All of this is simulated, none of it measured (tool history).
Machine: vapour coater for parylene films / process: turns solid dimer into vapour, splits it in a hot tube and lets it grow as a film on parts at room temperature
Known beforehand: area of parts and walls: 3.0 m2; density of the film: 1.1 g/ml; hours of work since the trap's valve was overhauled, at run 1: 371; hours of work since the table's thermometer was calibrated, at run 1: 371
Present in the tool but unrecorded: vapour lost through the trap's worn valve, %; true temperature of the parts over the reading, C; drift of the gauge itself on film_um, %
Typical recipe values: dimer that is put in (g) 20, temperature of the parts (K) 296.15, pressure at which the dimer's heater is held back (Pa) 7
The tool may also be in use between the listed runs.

run,hour,dimer that is put in (g),temperature of the parts (K),pressure at which the dimer's heater is held back (Pa),hours of work since the trap's valve was overhauled,hours of work since the table's thermometer was calibrated,thickness of the film (nm)
1,0,20,296.15,7,371,371,2890
2,49.4,20,296.15,7,403,403,2930
3,75.5,32,296.15,7,421,421,4600
4,101,20,296.15,7,438,438,2920
5,134.9,20,296.15,2.04,460,460,3230
6,165.7,13,296.15,7,481,481,1890
7,199.6,13,296.15,7,503,503,1910
8,239.9,13,296.15,7,530,530,1860
9,287.7,13,296.15,7,562,562,1850
10,329.9,13,296.15,7,590,590,1860
# hour 339.9: trap's valve overhauled
11,373,13,296.15,7,22,616,1900
12,427.6,13,296.15,7,58,652,1890
13,483.5,20,296.15,7,96,690,2870
14,523.3,10,296.15,7,122,716,1460
15,568.5,27,296.15,7,152,746,3890
16,591.7,10,296.15,7,168,762,1460
17,617,20,296.15,7,184,778,2880
18,642.9,20,296.15,7,202,796,2880
19,694.6,20,296.15,7,236,830,2870
20,751.4,32,294.15,9.04,274,868,4740
21,779.1,24,302.15,5.73,292,886,3020
22,802.6,24,292.15,4.69,308,902,4050
23,850.5,20,297.15,2.12,340,934,3100
24,877.1,20,289.15,2.49,357,951,3790
25,905.1,20,289.15,2.49,376,970,3820
26,958,20,288.15,3.53,411,1005,3730
27,1006.3,8,296.15,3.53,443,1037,1200
28,1044,29,295.15,5.37,468,1063,4510
29,1090.1,29,295.15,5.37,499,1093,4360
30,1117.7,17,305.15,10.96,518,1112,1880
31,1160.5,32,289.15,2.1,546,1140,6130
32,1193.6,32,289.15,2.1,568,1162,6090
# hour 1219: table's thermometer calibrated
# hour 1241.5: trap's valve overhauled
33,1242.1,20,289.15,3.24,0,13,3730
34,1279.2,20,289.15,3.24,25,37,3800
35,1331.4,9,289.15,7.27,60,72,1620
36,1372.4,10,292.15,2.48,87,99,1790
37,1412.1,10,292.15,2.48,114,126,1770
38,1446.8,10,291.15,7.24,137,149,1620

Below are 3 alternative next runs, each starting from the tool's condition after run 38. Predict each:
A,1474.4,21,301.15,3.07,155,167,?
B,1474.4,20,296.15,10.25,155,167,?
C,1474.4,34,302.15,2.35,155,167,?

run,thickness of the film (nm)
A,2800
B,2820
C,4580
The same runs, with their run-to-run variation unchanged, on a tool lacking any hidden condition would have given:
run,thickness of the film (nm)
A,2810
B,2820
C,4580
